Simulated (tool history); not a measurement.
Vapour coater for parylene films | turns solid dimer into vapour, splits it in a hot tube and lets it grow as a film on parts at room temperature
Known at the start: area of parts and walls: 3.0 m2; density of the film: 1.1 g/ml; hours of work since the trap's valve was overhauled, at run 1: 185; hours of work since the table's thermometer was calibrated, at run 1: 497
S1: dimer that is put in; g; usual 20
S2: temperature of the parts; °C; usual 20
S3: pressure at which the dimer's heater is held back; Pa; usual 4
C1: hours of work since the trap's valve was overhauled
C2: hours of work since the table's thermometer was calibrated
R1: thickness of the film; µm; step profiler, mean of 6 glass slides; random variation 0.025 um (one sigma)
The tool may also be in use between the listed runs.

| run | hour | S1 | S2 | S3 | C1 | C2 | R1 |
|---|---|---|---|---|---|---|---|
| 1 | 0 | 20 | 20 | 4 | 185 | 497 | 3.34 |
| 2 | 39.5 | 20 | 20 | 4 | 204 | 515 | 3.29 |
| 3 | 100 | 20 | 20 | 5.44 | 232 | 543 | 3.04 |
| 4 | 141.1 | 20 | 20 | 4 | 251 | 562 | 3.2 |
| 5 | 200.8 | 20 | 20 | 4 | 279 | 590 | 3.13 |
| 6 | 229.7 | 20 | 20 | 4 | 292 | 604 | 3.15 |
| 7 | 254.3 | 20 | 14 | 4 | 304 | 615 | 3.88 |
| 8 | 307.3 | 20 | 14 | 4 | 328 | 640 | 3.78 |
|  | 313.3 | table's thermometer calibrated |
|  | 348.4 | trap's valve overhauled |
| 9 | 361.3 | 20 | 14 | 4 | 6 | 20 | 4.35 |
| 10 | 395.6 | 20 | 14 | 4 | 22 | 36 | 4.33 |
|  | 416.3 | table's thermometer calibrated, once more |
| 11 | 450.5 | 20 | 14 | 4 | 47 | 16 | 4.31 |
| 12 | 494.3 | 20 | 14 | 4 | 67 | 36 | 4.25 |
| 13 | 543.3 | 20 | 14 | 4 | 90 | 59 | 4.19 |
| 14 | 600.1 | 20 | 14 | 4 | 117 | 86 | 4.17 |
| 15 | 631.3 | 20 | 14 | 4 | 131 | 100 | 4.14 |
| 16 | 676 | 20 | 14 | 4 | 152 | 121 | 4.06 |
| 17 | 713.9 | 20 | 12 | 4 | 170 | 138 | 4.35 |
| 18 | 765.6 | 20 | 12 | 4 | 194 | 163 | 4.37 |
| 19 | 825.7 | 20 | 12 | 4 | 222 | 191 | 4.24 |
| 20 | 880.9 | 20 | 20 | 2.43 | 247 | 216 | 3.69 |
| 21 | 923.9 | 13 | 20 | 4 | 267 | 236 | 2.07 |
| 22 | 983.3 | 10 | 20 | 4 | 295 | 264 | 1.59 |

Forecast each of these 4 alternatives for the next run:
| A | 1011.8 | 15 | 20 | 4 | 308 | 277 | ? |
| B | 1011.8 | 29 | 30 | 2.45 | 308 | 277 | ? |
| C | 1011.8 | 9 | 17 | 4 | 308 | 277 | ? |
| D | 1011.8 | 22 | 20 | 6.25 | 308 | 277 | ? |

| run | R1 |
|---|---|
| A | 2.37 |
| B | 3.68 |
| C | 1.55 |
| D | 3.11 |
Without the tool's hidden state the same runs would have given:
| run | R1 |
|---|---|
| A | 2.7 |
| B | 4.2 |
| C | 1.77 |
| D | 3.55 |
